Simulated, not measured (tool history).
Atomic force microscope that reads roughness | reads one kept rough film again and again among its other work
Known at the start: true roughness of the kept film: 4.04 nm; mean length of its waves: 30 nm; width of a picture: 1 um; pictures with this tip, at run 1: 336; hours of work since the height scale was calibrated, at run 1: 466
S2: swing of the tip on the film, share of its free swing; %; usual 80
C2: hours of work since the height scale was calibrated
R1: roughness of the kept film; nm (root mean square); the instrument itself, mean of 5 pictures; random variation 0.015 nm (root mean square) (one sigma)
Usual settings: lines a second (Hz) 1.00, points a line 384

run 1 hour=0.0 | lines_a_second_(Hz)=1.00 S2=80 points_a_line=384 | pictures_with_this_tip=336 C2=466 | R1=2.582
-- hour=12.6 new tip fitted
run 2 hour=14.7 | lines_a_second_(Hz)=1.00 S2=80 points_a_line=860 | pictures_with_this_tip=3 C2=474 | R1=3.560
run 3 hour=33.3 | lines_a_second_(Hz)=1.00 S2=80 points_a_line=419 | pictures_with_this_tip=25 C2=483 | R1=3.450
run 4 hour=55.7 | lines_a_second_(Hz)=1.00 S2=80 points_a_line=920 | pictures_with_this_tip=51 C2=495 | R1=3.392
run 5 hour=77.2 | lines_a_second_(Hz)=1.00 S2=80 points_a_line=920 | pictures_with_this_tip=76 C2=507 | R1=3.328
run 6 hour=89.7 | lines_a_second_(Hz)=1.42 S2=80 points_a_line=384 | pictures_with_this_tip=91 C2=513 | R1=3.228
run 7 hour=105.3 | lines_a_second_(Hz)=1.42 S2=80 points_a_line=384 | pictures_with_this_tip=109 C2=522 | R1=3.177
-- hour=108.1 height scale calibrated on a step standard
run 8 hour=133.9 | lines_a_second_(Hz)=1.42 S2=80 points_a_line=384 | pictures_with_this_tip=141 C2=14 | R1=3.108
run 9 hour=160.3 | lines_a_second_(Hz)=1.00 S2=80 points_a_line=741 | pictures_with_this_tip=172 C2=28 | R1=3.074
run 10 hour=174.0 | lines_a_second_(Hz)=3.97 S2=66 points_a_line=473 | pictures_with_this_tip=188 C2=35 | R1=2.960
run 11 hour=203.5 | lines_a_second_(Hz)=0.67 S2=63 points_a_line=590 | pictures_with_this_tip=223 C2=51 | R1=3.032
run 12 hour=221.4 | lines_a_second_(Hz)=0.67 S2=63 points_a_line=590 | pictures_with_this_tip=244 C2=60 | R1=2.987
run 13 hour=239.8 | lines_a_second_(Hz)=0.86 S2=65 points_a_line=358 | pictures_with_this_tip=265 C2=70 | R1=2.917
run 14 hour=265.4 | lines_a_second_(Hz)=1.02 S2=65 points_a_line=358 | pictures_with_this_tip=295 C2=83 | R1=2.833
run 15 hour=279.5 | lines_a_second_(Hz)=1.02 S2=65 points_a_line=358 | pictures_with_this_tip=312 C2=91 | R1=2.827

Forecast each of these 4 alternatives for the next run:
-- hour=288.8 height scale calibrated on a step standard, once more
run A hour=296.6 | lines_a_second_(Hz)=1.00 S2=68 points_a_line=384 | pictures_with_this_tip=331 C2=4 | R1=?
-- hour=288.8 height scale calibrated on a step standard, once more
run B hour=296.6 | lines_a_second_(Hz)=3.32 S2=83 points_a_line=678 | pictures_with_this_tip=331 C2=4 | R1=?
-- hour=288.8 height scale calibrated on a step standard, once more
run C hour=296.6 | lines_a_second_(Hz)=1.98 S2=80 points_a_line=384 | pictures_with_this_tip=331 C2=4 | R1=?
-- hour=288.8 height scale calibrated on a step standard, once more
run D hour=296.6 | lines_a_second_(Hz)=1.00 S2=60 points_a_line=765 | pictures_with_this_tip=331 C2=4 | R1=?

run=A R1=2.770
run=B R1=2.534
run=C R1=2.658
run=D R1=2.803
Without the tool's hidden state the same runs would have given:
run=A R1=3.618
run=B R1=3.312
run=C R1=3.474
run=D R1=3.665

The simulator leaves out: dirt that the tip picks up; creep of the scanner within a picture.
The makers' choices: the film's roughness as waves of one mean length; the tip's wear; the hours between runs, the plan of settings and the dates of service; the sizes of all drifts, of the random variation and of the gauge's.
